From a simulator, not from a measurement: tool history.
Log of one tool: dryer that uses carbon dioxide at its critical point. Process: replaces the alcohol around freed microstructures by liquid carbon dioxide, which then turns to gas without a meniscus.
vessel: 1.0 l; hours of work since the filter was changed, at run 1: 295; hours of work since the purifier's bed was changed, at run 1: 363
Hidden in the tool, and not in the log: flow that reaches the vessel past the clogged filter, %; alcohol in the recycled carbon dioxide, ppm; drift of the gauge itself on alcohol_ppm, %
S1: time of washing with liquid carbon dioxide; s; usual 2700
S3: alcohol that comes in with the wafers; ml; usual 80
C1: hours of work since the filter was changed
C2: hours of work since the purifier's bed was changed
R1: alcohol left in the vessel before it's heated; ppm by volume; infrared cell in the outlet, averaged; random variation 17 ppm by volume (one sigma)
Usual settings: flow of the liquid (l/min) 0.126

run 1 day=0.000 | S1=2700 flow_of_the_liquid_(l/min)=0.126 S3=80 | C1=295 C2=363 | R1=1530
run 2 day=0.262 | S1=2700 flow_of_the_liquid_(l/min)=0.126 S3=80 | C1=299 C2=368 | R1=1565
run 3 day=0.546 | S1=2700 flow_of_the_liquid_(l/min)=0.126 S3=80 | C1=305 C2=373 | R1=1540
run 4 day=1.021 | S1=2700 flow_of_the_liquid_(l/min)=0.126 S3=80 | C1=314 C2=382 | R1=1582
run 5 day=1.488 | S1=2700 flow_of_the_liquid_(l/min)=0.126 S3=80 | C1=323 C2=391 | R1=1606
run 6 day=1.729 | S1=2700 flow_of_the_liquid_(l/min)=0.126 S3=80 | C1=327 C2=396 | R1=1580
run 7 day=2.004 | S1=2700 flow_of_the_liquid_(l/min)=0.126 S3=77 | C1=333 C2=401 | R1=1524
run 8 day=2.396 | S1=2700 flow_of_the_liquid_(l/min)=0.126 S3=77 | C1=340 C2=409 | R1=1543
run 9 day=2.908 | S1=2700 flow_of_the_liquid_(l/min)=0.126 S3=83 | C1=350 C2=418 | R1=1718
run 10 day=3.117 | S1=2700 flow_of_the_liquid_(l/min)=0.126 S3=80 | C1=354 C2=422 | R1=1693
run 11 day=3.517 | S1=2700 flow_of_the_liquid_(l/min)=0.126 S3=80 | C1=362 C2=430 | R1=1643
run 12 day=4.017 | S1=2700 flow_of_the_liquid_(l/min)=0.126 S3=80 | C1=371 C2=440 | R1=1692
run 13 day=4.342 | S1=1920 flow_of_the_liquid_(l/min)=0.126 S3=80 | C1=377 C2=446 | R1=4875
-- day=4.475 inlet filter changed
run 14 day=4.650 | S1=3360 flow_of_the_liquid_(l/min)=0.126 S3=80 | C1=3 C2=451 | R1=483
run 15 day=4.938 | S1=3360 flow_of_the_liquid_(l/min)=0.126 S3=80 | C1=9 C2=456 | R1=481
run 16 day=5.258 | S1=3360 flow_of_the_liquid_(l/min)=0.126 S3=80 | C1=15 C2=462 | R1=503
run 17 day=5.671 | S1=2460 flow_of_the_liquid_(l/min)=0.126 S3=80 | C1=23 C2=470 | R1=1746
run 18 day=5.958 | S1=2460 flow_of_the_liquid_(l/min)=0.126 S3=80 | C1=28 C2=476 | R1=1747
run 19 day=6.292 | S1=2460 flow_of_the_liquid_(l/min)=0.126 S3=80 | C1=35 C2=482 | R1=1761
run 20 day=6.554 | S1=2700 flow_of_the_liquid_(l/min)=0.126 S3=80 | C1=40 C2=487 | R1=1242
run 21 day=6.788 | S1=2700 flow_of_the_liquid_(l/min)=0.126 S3=80 | C1=44 C2=492 | R1=1236
run 22 day=7.079 | S1=2700 flow_of_the_liquid_(l/min)=0.126 S3=80 | C1=50 C2=497 | R1=1247
run 23 day=7.442 | S1=2700 flow_of_the_liquid_(l/min)=0.126 S3=80 | C1=57 C2=504 | R1=1257
run 24 day=7.867 | S1=3240 flow_of_the_liquid_(l/min)=0.126 S3=90 | C1=65 C2=512 | R1=688
run 25 day=8.292 | S1=1680 flow_of_the_liquid_(l/min)=0.165 S3=80 | C1=73 C2=520 | R1=2667
run 26 day=8.596 | S1=1680 flow_of_the_liquid_(l/min)=0.165 S3=80 | C1=79 C2=526 | R1=2726
run 27 day=8.850 | S1=1680 flow_of_the_liquid_(l/min)=0.165 S3=60 | C1=83 C2=531 | R1=2061
run 28 day=9.104 | S1=1680 flow_of_the_liquid_(l/min)=0.165 S3=60 | C1=88 C2=536 | R1=2094
run 29 day=9.617 | S1=1680 flow_of_the_liquid_(l/min)=0.165 S3=60 | C1=98 C2=545 | R1=2097
run 30 day=9.896 | S1=2160 flow_of_the_liquid_(l/min)=0.126 S3=117 | C1=103 C2=551 | R1=4279
run 31 day=10.358 | S1=2700 flow_of_the_liquid_(l/min)=0.146 S3=80 | C1=112 C2=560 | R1=775
run 32 day=10.767 | S1=2520 flow_of_the_liquid_(l/min)=0.161 S3=23 | C1=120 C2=567 | R1=296
run 33 day=11.250 | S1=1860 flow_of_the_liquid_(l/min)=0.161 S3=23 | C1=129 C2=577 | R1=723
run 34 day=11.671 | S1=2700 flow_of_the_liquid_(l/min)=0.108 S3=33 | C1=137 C2=585 | R1=1081
run 35 day=12.133 | S1=3240 flow_of_the_liquid_(l/min)=0.108 S3=33 | C1=146 C2=593 | R1=613
run 36 day=12.358 | S1=2580 flow_of_the_liquid_(l/min)=0.143 S3=27 | C1=150 C2=598 | R1=436
run 37 day=12.846 | S1=2580 flow_of_the_liquid_(l/min)=0.143 S3=27 | C1=160 C2=607 | R1=459
run 38 day=13.088 | S1=1980 flow_of_the_liquid_(l/min)=0.093 S3=80 | C1=164 C2=612 | R1=8652
run 39 day=13.446 | S1=1980 flow_of_the_liquid_(l/min)=0.093 S3=80 | C1=171 C2=618 | R1=8495
run 40 day=13.892 | S1=1980 flow_of_the_liquid_(l/min)=0.093 S3=80 | C1=179 C2=627 | R1=8831
run 41 day=14.196 | S1=2400 flow_of_the_liquid_(l/min)=0.111 S3=24 | C1=185 C2=633 | R1=1115
run 42 day=14.600 | S1=1740 flow_of_the_liquid_(l/min)=0.102 S3=58 | C1=193 C2=640 | R1=6945
run 43 day=14.950 | S1=1740 flow_of_the_liquid_(l/min)=0.102 S3=58 | C1=200 C2=647 | R1=6863
run 44 day=15.467 | S1=2520 flow_of_the_liquid_(l/min)=0.117 S3=66 | C1=210 C2=657 | R1=2092
run 45 day=15.700 | S1=3180 flow_of_the_liquid_(l/min)=0.126 S3=47 | C1=214 C2=661 | R1=554
run 46 day=16.025 | S1=2700 flow_of_the_liquid_(l/min)=0.084 S3=41 | C1=220 C2=668 | R1=2903

Hidden state or all else? Some run-to-run changes of R1, split into what the settings, what came in and random variation would give without the hidden state, and what is left for the hidden state (with any gauge scatter that isn't in both results):
Run 13 -> 14: S1 1920 -> 3360, inlet filter changed. R1 -4392 ppm by volume: hidden state -1195, all else -3197.
Run 37 -> 38: S1 2580 -> 1980, flow of the liquid (l/min) 0.143 -> 0.093, S3 27 -> 80. R1 +8193 ppm by volume: hidden state +799, all else +7394.
Run 40 -> 41: S1 1980 -> 2400, flow of the liquid (l/min) 0.093 -> 0.111, S3 80 -> 24. R1 -7716 ppm by volume: hidden state -793, all else -6923.
Run 41 -> 42: S1 2400 -> 1740, flow of the liquid (l/min) 0.111 -> 0.102, S3 24 -> 58. R1 +5830 ppm by volume: hidden state +612, all else +5218.
